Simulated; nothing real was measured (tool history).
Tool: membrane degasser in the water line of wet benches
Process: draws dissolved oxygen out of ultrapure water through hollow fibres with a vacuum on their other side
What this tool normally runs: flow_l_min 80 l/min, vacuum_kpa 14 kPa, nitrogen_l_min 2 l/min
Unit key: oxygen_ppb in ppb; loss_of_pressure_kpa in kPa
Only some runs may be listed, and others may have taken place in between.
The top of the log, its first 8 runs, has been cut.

run,hour,flow_l_min,vacuum_kpa,nitrogen_l_min,oxygen_ppb,loss_of_pressure_kpa
9,425,80,14,2,866.2,55.68
10,472.9,80,14,2,884.3,55.04
11,512.2,80,14,2,883.2,55.72
12,547.2,80,14,2,882.6,55.39
# hour 567.7: vacuum gauge calibrated
13,631.1,80,14,2,879.3,55.77
14,688.8,80,14,2,877.2,55.27
15,758.3,80,14,2,864.2,55.21
16,831.6,80,14,2,872.5,55.58
17,915.7,92,23.3,2.87,1289.3,64.37
18,978.5,86,16.9,2.33,1018.5,59.71
19,1043.1,57,8.6,5.37,152.3,39.73
20,1079.6,56,24.9,3.98,670.8,38.99
21,1160,56,24.9,3.98,671.1,38.69
22,1232,88,30.4,2.39,1772.4,60.86
23,1268.8,85,14,2,939,58.62
24,1322.2,85,14,2,927,59.01
# hour 1331: seals of the vacuum lines changed
25,1360.7,85,14,2,937,59.06
26,1400.5,120,14,2.87,1130.5,83.47
27,1442.2,80,23.1,3.74,937.5,55.56
28,1479.6,80,9.7,0.91,940.4,55.73
29,1544.3,80,22,2.38,1217.6,55.55
30,1614.5,73,29.1,2,1638.6,50.74
31,1660.5,73,29.1,2,1672.7,50.75

3 options for the next run, each taken on its own from the tool as it stands now. Forecast them:
A,1698.3,68,29.1,2,?,?
B,1698.3,73,14.2,1.24,?,?
C,1698.3,127,29.1,2,?,?

run,oxygen_ppb,loss_of_pressure_kpa
A,1568.4,47.34
B,1131.7,50.46
C,2537.6,88.36
With the hidden condition removed and each run's random variation left untouched, the same runs would have given:
run,oxygen_ppb,loss_of_pressure_kpa
A,1565,46.64
B,1126.7,49.71
C,2526.1,87.05

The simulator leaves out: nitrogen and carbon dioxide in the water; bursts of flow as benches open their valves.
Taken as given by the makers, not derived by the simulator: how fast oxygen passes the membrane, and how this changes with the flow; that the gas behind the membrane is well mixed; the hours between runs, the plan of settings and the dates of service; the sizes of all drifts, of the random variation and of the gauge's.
